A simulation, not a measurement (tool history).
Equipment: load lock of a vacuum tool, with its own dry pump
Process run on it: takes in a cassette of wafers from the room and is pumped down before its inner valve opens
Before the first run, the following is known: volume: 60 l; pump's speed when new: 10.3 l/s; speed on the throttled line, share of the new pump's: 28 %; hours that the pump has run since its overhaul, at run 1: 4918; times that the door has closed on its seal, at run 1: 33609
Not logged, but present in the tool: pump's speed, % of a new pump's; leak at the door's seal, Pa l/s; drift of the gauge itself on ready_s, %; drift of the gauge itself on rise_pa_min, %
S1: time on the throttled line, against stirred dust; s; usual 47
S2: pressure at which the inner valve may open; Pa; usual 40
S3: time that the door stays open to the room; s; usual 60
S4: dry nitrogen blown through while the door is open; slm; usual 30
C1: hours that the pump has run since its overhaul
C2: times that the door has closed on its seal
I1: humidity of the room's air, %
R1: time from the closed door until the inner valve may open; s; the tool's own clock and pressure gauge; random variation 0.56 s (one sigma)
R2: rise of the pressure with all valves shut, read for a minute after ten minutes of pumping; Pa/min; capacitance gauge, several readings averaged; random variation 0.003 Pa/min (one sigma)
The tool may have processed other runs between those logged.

{"run": 1, "hour": 0.0, "S1": 47, "S2": 40, "S3": 60, "S4": 30, "C1": 4918, "C2": 33609, "I1": 45.8, "R1": 79.8, "R2": 0.128}
{"run": 2, "hour": 626.6, "S1": 47, "S2": 40, "S3": 60, "S4": 30, "C1": 5545, "C2": 36220, "I1": 42.2, "R1": 80.9, "R2": 0.142}
{"run": 3, "hour": 1336.3, "S1": 47, "S2": 40, "S3": 60, "S4": 18, "C1": 6255, "C2": 39177, "I1": 47.1, "R1": 80.9, "R2": 0.161}
{"hour": 1711.5, "done": "door's seal changed, seat wiped"}
{"run": 4, "hour": 1923.1, "S1": 47, "S2": 40, "S3": 60, "S4": 18, "C1": 6840, "C2": 882, "I1": 47.6, "R1": 81.3, "R2": 0.036}
{"run": 5, "hour": 2456.8, "S1": 47, "S2": 36, "S3": 60, "S4": 18, "C1": 7374, "C2": 3105, "I1": 44.9, "R1": 82.2, "R2": 0.039}
{"run": 6, "hour": 3198.9, "S1": 47, "S2": 36, "S3": 60, "S4": 18, "C1": 8116, "C2": 6197, "I1": 46.3, "R1": 83.6, "R2": 0.043}
{"run": 7, "hour": 3943.6, "S1": 47, "S2": 42, "S3": 60, "S4": 30, "C1": 8860, "C2": 9300, "I1": 41.9, "R1": 80.9, "R2": 0.041}
{"run": 8, "hour": 4605.2, "S1": 47, "S2": 42, "S3": 60, "S4": 30, "C1": 9522, "C2": 12057, "I1": 42.6, "R1": 81, "R2": 0.046}
{"run": 9, "hour": 4987.9, "S1": 56, "S2": 40, "S3": 60, "S4": 30, "C1": 9905, "C2": 13651, "I1": 46.2, "R1": 88.4, "R2": 0.054}
{"run": 10, "hour": 5669.7, "S1": 56, "S2": 40, "S3": 60, "S4": 30, "C1": 10586, "C2": 16492, "I1": 42.8, "R1": 89.2, "R2": 0.06}
{"run": 11, "hour": 6301.9, "S1": 56, "S2": 40, "S3": 60, "S4": 30, "C1": 11219, "C2": 19126, "I1": 42.9, "R1": 88.8, "R2": 0.059}
{"run": 12, "hour": 6997.0, "S1": 26, "S2": 40, "S3": 60, "S4": 30, "C1": 11914, "C2": 22023, "I1": 46.7, "R1": 68.7, "R2": 0.072}
{"run": 13, "hour": 7634.8, "S1": 26, "S2": 40, "S3": 60, "S4": 30, "C1": 12552, "C2": 24680, "I1": 41.6, "R1": 69, "R2": 0.079}
{"run": 14, "hour": 8353.7, "S1": 26, "S2": 40, "S3": 60, "S4": 30, "C1": 13270, "C2": 27675, "I1": 48.9, "R1": 68.9, "R2": 0.1}
{"run": 15, "hour": 8733.3, "S1": 47, "S2": 40, "S3": 60, "S4": 30, "C1": 13650, "C2": 29257, "I1": 45.7, "R1": 83.3, "R2": 0.103}
{"run": 16, "hour": 9068.3, "S1": 47, "S2": 40, "S3": 60, "S4": 30, "C1": 13985, "C2": 30653, "I1": 45.2, "R1": 83.3, "R2": 0.105}
{"run": 17, "hour": 9591.4, "S1": 47, "S2": 40, "S3": 60, "S4": 30, "C1": 14508, "C2": 32833, "I1": 43.6, "R1": 83.7, "R2": 0.121}
{"run": 18, "hour": 10079.6, "S1": 47, "S2": 40, "S3": 60, "S4": 30, "C1": 14996, "C2": 34867, "I1": 46.4, "R1": 83.5, "R2": 0.128}
{"run": 19, "hour": 10461.4, "S1": 47, "S2": 40, "S3": 60, "S4": 30, "C1": 15378, "C2": 36458, "I1": 43.8, "R1": 84.3, "R2": 0.134}
{"run": 20, "hour": 10931.6, "S1": 47, "S2": 40, "S3": 60, "S4": 30, "C1": 15848, "C2": 38417, "I1": 43, "R1": 84.6, "R2": 0.141}
{"run": 21, "hour": 11397.6, "S1": 47, "S2": 40, "S3": 154, "S4": 30, "C1": 16314, "C2": 40359, "I1": 44.1, "R1": 84.5, "R2": 0.153}
{"hour": 11517.4, "done": "door's seal changed, seat wiped"}
{"run": 22, "hour": 12139.1, "S1": 47, "S2": 40, "S3": 226, "S4": 15, "C1": 17054, "C2": 2591, "I1": 46.5, "R1": 84.9, "R2": 0.058}
{"run": 23, "hour": 12779.2, "S1": 68, "S2": 60, "S3": 76, "S4": 30, "C1": 17694, "C2": 5258, "I1": 44.6, "R1": 95.1, "R2": 0.036}
{"run": 24, "hour": 13400.7, "S1": 68, "S2": 60, "S3": 76, "S4": 30, "C1": 18316, "C2": 7847, "I1": 45.1, "R1": 97.3, "R2": 0.04}
{"run": 25, "hour": 13807.5, "S1": 93, "S2": 68, "S3": 60, "S4": 5, "C1": 18723, "C2": 9542, "I1": 43.2, "R1": 112.5, "R2": 0.062}
{"run": 26, "hour": 14243.1, "S1": 93, "S2": 68, "S3": 60, "S4": 5, "C1": 19158, "C2": 11358, "I1": 47.2, "R1": 111.6, "R2": 0.067}
{"run": 27, "hour": 14735.5, "S1": 93, "S2": 68, "S3": 60, "S4": 5, "C1": 19651, "C2": 13409, "I1": 43.6, "R1": 113.6, "R2": 0.063}
{"run": 28, "hour": 15197.4, "S1": 28, "S2": 31, "S3": 52, "S4": 12, "C1": 20113, "C2": 15334, "I1": 41.6, "R1": 74.9, "R2": 0.062}
{"hour": 15798.8, "done": "dry pump taken out, an overhauled one fitted"}
{"run": 29, "hour": 15824.4, "S1": 40, "S2": 31, "S3": 97, "S4": 26, "C1": 26, "C2": 17921, "I1": 44.3, "R1": 75.6, "R2": 0.07}
{"run": 30, "hour": 16325.9, "S1": 30, "S2": 34, "S3": 161, "S4": 9, "C1": 527, "C2": 20011, "I1": 50, "R1": 68.5, "R2": 0.104}
{"run": 31, "hour": 16874.0, "S1": 78, "S2": 40, "S3": 60, "S4": 28, "C1": 1075, "C2": 22295, "I1": 45.2, "R1": 101.6, "R2": 0.078}
{"run": 32, "hour": 17250.1, "S1": 62, "S2": 47, "S3": 43, "S4": 5, "C1": 1451, "C2": 23861, "I1": 46.7, "R1": 91, "R2": 0.099}
{"run": 33, "hour": 17644.4, "S1": 49, "S2": 48, "S3": 60, "S4": 30, "C1": 1846, "C2": 25505, "I1": 44.9, "R1": 80, "R2": 0.081}
{"run": 34, "hour": 18156.2, "S1": 89, "S2": 30, "S3": 60, "S4": 30, "C1": 2357, "C2": 27637, "I1": 43.2, "R1": 111.4, "R2": 0.096}
{"run": 35, "hour": 18760.7, "S1": 89, "S2": 30, "S3": 60, "S4": 30, "C1": 2962, "C2": 30155, "I1": 42.2, "R1": 111.9, "R2": 0.107}
{"run": 36, "hour": 19365.2, "S1": 47, "S2": 64, "S3": 60, "S4": 38, "C1": 3566, "C2": 32675, "I1": 48.3, "R1": 77.5, "R2": 0.12}
{"run": 37, "hour": 20075.4, "S1": 47, "S2": 43, "S3": 41, "S4": 25, "C1": 4277, "C2": 35633, "I1": 45.1, "R1": 80.7, "R2": 0.129}

Below are 3 alternative next runs, each starting from the tool's condition after run 37. Predict each:
{"run": "A", "hour": 20506.8, "S1": 55, "S2": 43, "S3": 41, "S4": 25, "C1": 4708, "C2": 37431, "I1": 45.4, "R1": "?", "R2": "?"}
{"run": "B", "hour": 20506.8, "S1": 47, "S2": 43, "S3": 41, "S4": 11, "C1": 4708, "C2": 37431, "I1": 45.7, "R1": "?", "R2": "?"}
{"run": "C", "hour": 20506.8, "S1": 47, "S2": 40, "S3": 219, "S4": 30, "C1": 4708, "C2": 37431, "I1": 46.3, "R1": "?", "R2": "?"}

run=A R1=86.6 R2=0.136
run=B R1=79.4 R2=0.148
run=C R1=80.9 R2=0.157
Without the tool's unlogged condition, the same runs would have read:
run=A R1=85.4 R2=0.025
run=B R1=78.2 R2=0.038
run=C R1=79.7 R2=0.045

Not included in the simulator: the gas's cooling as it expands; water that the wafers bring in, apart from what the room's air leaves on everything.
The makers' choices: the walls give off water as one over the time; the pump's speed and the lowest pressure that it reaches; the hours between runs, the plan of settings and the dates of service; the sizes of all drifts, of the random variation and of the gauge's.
